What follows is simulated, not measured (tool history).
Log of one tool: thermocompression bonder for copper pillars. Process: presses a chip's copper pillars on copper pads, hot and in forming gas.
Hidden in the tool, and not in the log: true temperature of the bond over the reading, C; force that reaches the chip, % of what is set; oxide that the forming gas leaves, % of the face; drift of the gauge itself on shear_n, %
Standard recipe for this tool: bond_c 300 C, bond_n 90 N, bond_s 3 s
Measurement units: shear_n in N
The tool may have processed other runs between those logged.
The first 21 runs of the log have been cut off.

run,hour,bond_c,bond_n,bond_s,hours of work since the heater was calibrated,hours of work since the force cell was calibrated,hours of work since the gas filter was changed,shear_n
22,515.5,311,82,5,202,436,136,71.3
23,529.9,322,90,3,212,446,146,72.8
24,552.3,322,90,3,228,461,162,71.9
25,586.6,322,90,3,252,485,185,72.0
26,607.9,274,59,5,266,500,200,31.5
27,631.0,274,59,7,282,516,216,36.8
28,646.9,319,67,2,293,527,227,43.6
29,678.5,300,55,8,315,549,249,48.5
30,710.5,300,70,3,337,571,271,43.5
31,732.5,272,58,3,352,586,286,23.4
32,746.7,276,73,2,362,596,296,27.8
33,765.2,300,125,2,375,609,309,69.5
34,793.1,300,102,3,394,628,328,65.7
35,807.8,279,65,8,405,638,338,45.5
# hour 839.4: forming gas filter changed
36,839.4,279,65,8,426,660,0,46.5
37,869.9,325,65,6,447,681,21,67.8
38,895.3,292,62,2,465,698,39,28.1
39,913.9,319,69,3,478,711,52,53.5
40,943.7,291,90,3,498,732,72,51.2
41,975.9,305,72,3,521,754,94,47.7

Alternative continuations, all from the tool just after run 41; predict every row:
A,1008.8,307,72,6,543,777,117,?
B,1008.8,280,79,5,543,777,117,?
C,1008.8,271,56,7,543,777,117,?

run,shear_n
A,63.6
B,48.0
C,32.5
Without the tool's unlogged condition, the same runs would have read:
run,shear_n
A,64.0
B,48.3
C,32.8

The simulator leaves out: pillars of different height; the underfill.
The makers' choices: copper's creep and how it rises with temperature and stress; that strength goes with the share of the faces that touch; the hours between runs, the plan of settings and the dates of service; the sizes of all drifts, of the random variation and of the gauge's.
